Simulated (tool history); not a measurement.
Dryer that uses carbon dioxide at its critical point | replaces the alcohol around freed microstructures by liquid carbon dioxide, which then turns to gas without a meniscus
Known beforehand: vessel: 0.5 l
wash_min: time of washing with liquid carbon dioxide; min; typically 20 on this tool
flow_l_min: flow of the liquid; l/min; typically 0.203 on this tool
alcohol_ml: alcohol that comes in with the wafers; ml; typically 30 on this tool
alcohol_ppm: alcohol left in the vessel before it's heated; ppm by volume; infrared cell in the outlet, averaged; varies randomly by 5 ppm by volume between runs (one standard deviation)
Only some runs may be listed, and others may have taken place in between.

{"run": 1, "hour": 0.0, "wash_min": 20, "flow_l_min": 0.203, "alcohol_ml": 30, "alcohol_ppm": 163}
{"run": 2, "hour": 31.0, "wash_min": 20, "flow_l_min": 0.203, "alcohol_ml": 30, "alcohol_ppm": 169}
{"run": 3, "hour": 55.5, "wash_min": 20, "flow_l_min": 0.203, "alcohol_ml": 30, "alcohol_ppm": 174}
{"run": 4, "hour": 73.8, "wash_min": 20, "flow_l_min": 0.203, "alcohol_ml": 30, "alcohol_ppm": 165}
{"run": 5, "hour": 110.9, "wash_min": 20, "flow_l_min": 0.203, "alcohol_ml": 57, "alcohol_ppm": 230}
{"run": 6, "hour": 144.5, "wash_min": 20, "flow_l_min": 0.203, "alcohol_ml": 57, "alcohol_ppm": 237}
{"run": 7, "hour": 167.1, "wash_min": 20, "flow_l_min": 0.203, "alcohol_ml": 57, "alcohol_ppm": 261}
{"run": 8, "hour": 186.7, "wash_min": 20, "flow_l_min": 0.203, "alcohol_ml": 57, "alcohol_ppm": 254}
{"run": 9, "hour": 217.5, "wash_min": 25, "flow_l_min": 0.203, "alcohol_ml": 30, "alcohol_ppm": 149}
{"run": 10, "hour": 237.3, "wash_min": 25, "flow_l_min": 0.203, "alcohol_ml": 30, "alcohol_ppm": 137}
{"run": 11, "hour": 276.5, "wash_min": 25, "flow_l_min": 0.203, "alcohol_ml": 30, "alcohol_ppm": 170}
{"run": 12, "hour": 295.6, "wash_min": 15, "flow_l_min": 0.26, "alcohol_ml": 50, "alcohol_ppm": 316}
{"run": 13, "hour": 313.4, "wash_min": 15, "flow_l_min": 0.26, "alcohol_ml": 50, "alcohol_ppm": 319}
{"run": 14, "hour": 340.5, "wash_min": 13, "flow_l_min": 0.329, "alcohol_ml": 25, "alcohol_ppm": 207}
{"run": 15, "hour": 368.7, "wash_min": 20, "flow_l_min": 0.18, "alcohol_ml": 23, "alcohol_ppm": 301}
{"run": 16, "hour": 389.9, "wash_min": 16, "flow_l_min": 0.203, "alcohol_ml": 30, "alcohol_ppm": 503}
{"run": 17, "hour": 432.5, "wash_min": 13, "flow_l_min": 0.179, "alcohol_ml": 30, "alcohol_ppm": 1760}
{"run": 18, "hour": 453.7, "wash_min": 17, "flow_l_min": 0.337, "alcohol_ml": 30, "alcohol_ppm": 172}
{"run": 19, "hour": 491.4, "wash_min": 20, "flow_l_min": 0.203, "alcohol_ml": 36, "alcohol_ppm": 291}

Here are 4 independent what-if runs from the current tool condition. What would each one return?
{"run": "A", "hour": 510.2, "wash_min": 12, "flow_l_min": 0.241, "alcohol_ml": 109, "alcohol_ppm": "?"}
{"run": "B", "hour": 510.2, "wash_min": 16, "flow_l_min": 0.229, "alcohol_ml": 87, "alcohol_ppm": "?"}
{"run": "C", "hour": 510.2, "wash_min": 17, "flow_l_min": 0.182, "alcohol_ml": 46, "alcohol_ppm": "?"}
{"run": "D", "hour": 510.2, "wash_min": 20, "flow_l_min": 0.203, "alcohol_ml": 61, "alcohol_ppm": "?"}

run=A alcohol_ppm=2798
run=B alcohol_ppm=820
run=C alcohol_ppm=971
run=D alcohol_ppm=429
With no hidden state in the tool, these same runs would have given:
run=A alcohol_ppm=1131
run=B alcohol_ppm=235
run=C alcohol_ppm=321
run=D alcohol_ppm=90
